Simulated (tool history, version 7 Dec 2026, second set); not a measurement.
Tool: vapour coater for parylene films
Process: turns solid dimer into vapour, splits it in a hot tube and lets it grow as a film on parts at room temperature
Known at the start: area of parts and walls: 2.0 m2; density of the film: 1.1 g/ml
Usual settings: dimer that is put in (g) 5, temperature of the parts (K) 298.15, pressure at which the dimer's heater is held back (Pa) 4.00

run	hour	dimer that is put in (g)	temperature of the parts (K)	pressure at which the dimer's heater is held back (Pa)	thickness of the film (nm)
1	0.0	5	298.15	4.00	1360
2	30.1	5	298.15	4.00	1320
3	68.6	5	298.15	4.00	1330
4	91.4	8	298.15	4.00	2120
5	130.9	8	298.15	4.00	2130
6	167.2	8	298.15	4.00	2150
7	210.0	8	298.15	4.00	2130
8	237.8	8	298.15	4.00	2100
9	263.7	5	298.15	4.00	1320
10	295.8	5	298.15	4.00	1310
11	330.2	5	298.15	4.00	1330
12	368.5	5	298.15	4.00	1310
13	403.9	5	295.15	4.00	1480
14	441.4	5	295.15	4.00	1480
15	484.9	5	295.15	4.00	1500
16	515.1	5	301.15	4.00	1140
17	534.0	5	298.15	4.00	1300
18	553.3	5	298.15	4.00	1310
# hour 588.1: trap's valve overhauled
19	601.0	5	298.15	4.00	1390
20	643.0	5	298.15	4.00	1350
21	661.3	5	298.15	4.00	1350
22	681.2	8	298.15	4.00	2170
23	700.0	8	298.15	4.00	2180
24	734.6	8	298.15	4.00	2190
25	767.1	5	308.15	2.25	930
26	790.4	5	298.15	4.00	1370
27	823.0	2	302.15	4.00	470
28	857.1	2	302.15	4.00	460
29	900.3	2	302.15	4.00	460
30	938.0	3	309.15	6.85	490
31	970.7	4	304.15	2.04	860
32	1005.5	4	304.15	10.47	790
33	1032.3	4	304.15	10.47	760
34	1056.6	4	291.15	5.47	1390
35	1097.7	4	291.15	5.47	1430
36	1124.7	4	291.15	5.11	1420
37	1147.7	3	298.15	4.34	780
38	1175.1	3	293.15	2.66	1000
39	1213.7	3	293.15	2.66	1020
40	1251.1	3	308.15	6.86	500
41	1279.5	3	308.15	6.86	480
42	1309.7	6	295.15	5.75	1740
# hour 1317.0: trap's valve overhauled
43	1342.5	4	295.15	9.88	1200
44	1369.3	3	295.15	9.24	890
45	1403.5	3	295.15	3.73	940
46	1428.3	3	291.15	7.56	1070
47	1446.2	3	291.15	7.56	1070
48	1471.1	3	299.15	9.74	760

Forecast each of these 3 alternatives for the next run:
A	1508.5	6	294.15	4.13	?
B	1508.5	5	291.15	4.00	?
C	1508.5	7	303.15	6.54	?

run	thickness of the film (nm)
A	1970
B	1890
C	1490
Without the tool's hidden state the same runs would have given:
run	thickness of the film (nm)
A	1940
B	1860
C	1470
